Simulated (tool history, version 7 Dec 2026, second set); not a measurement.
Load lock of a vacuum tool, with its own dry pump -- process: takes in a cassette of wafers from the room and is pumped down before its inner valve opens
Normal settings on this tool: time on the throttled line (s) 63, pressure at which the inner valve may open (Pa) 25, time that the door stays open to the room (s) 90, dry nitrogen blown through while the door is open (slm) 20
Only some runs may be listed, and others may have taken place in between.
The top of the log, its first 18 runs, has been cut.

run,hour,time on the throttled line (s),pressure at which the inner valve may open (Pa),time that the door stays open to the room (s),dry nitrogen blown through while the door is open (slm),"incoming humidity of the room's air, %",time from the closed door until the inner valve may open (s),rise of the pressure with all valves shut (Pa/min)
19,6435.9,63,25,90,20,43.5,124.3,0.047
20,6693.3,63,25,90,20,44.6,122.1,0.047
21,7128.2,37,28,100,4,45.6,103.1,0.078
22,7501.3,58,25,90,20,44.3,118.6,0.044
23,7764.6,58,32,90,11,46.4,116.1,0.062
24,8156.9,94,30,47,5,45.6,143.5,0.044
25,8418.8,94,30,47,5,46.1,145.5,0.045
26,8851.5,94,30,47,7,43.1,143.7,0.039
27,9083.5,63,45,238,20,47.1,117.8,0.098
28,9343.9,65,27,148,17,43.4,123.2,0.07
29,9671.3,65,49,186,17,47.9,118.4,0.094
30,10113,63,32,90,4,44.8,119.1,0.075
31,10390.6,107,31,90,20,46.4,153,0.05
32,10765.7,124,25,70,20,42.7,167.2,0.044
33,11053.3,63,29,72,10,41.6,122.6,0.046
34,11553.3,63,29,72,10,41.8,121.2,0.055
35,11850.1,63,29,72,23,48.4,120,0.044
36,12270.2,63,25,205,15,48.3,122.3,0.1
37,12780.9,63,25,205,15,45.3,121.6,0.101
38,13089.9,37,35,51,30,44.7,100,0.023

Forecast each of these 3 alternatives for the next run:
A,13586.6,37,20,51,10,47.9,?,?
B,13586.6,70,33,58,20,46,?,?
C,13586.6,37,35,51,31,43.3,?,?

run,time from the closed door until the inner valve may open (s),rise of the pressure with all valves shut (Pa/min)
A,104.9,0.041
B,124.2,0.039
C,100.1,0.02
Stripped of hidden state, with their random variation kept, the same runs would have yielded:
run,time from the closed door until the inner valve may open (s),rise of the pressure with all valves shut (Pa/min)
A,104.9,0.04
B,124.2,0.038
C,100.1,0.019
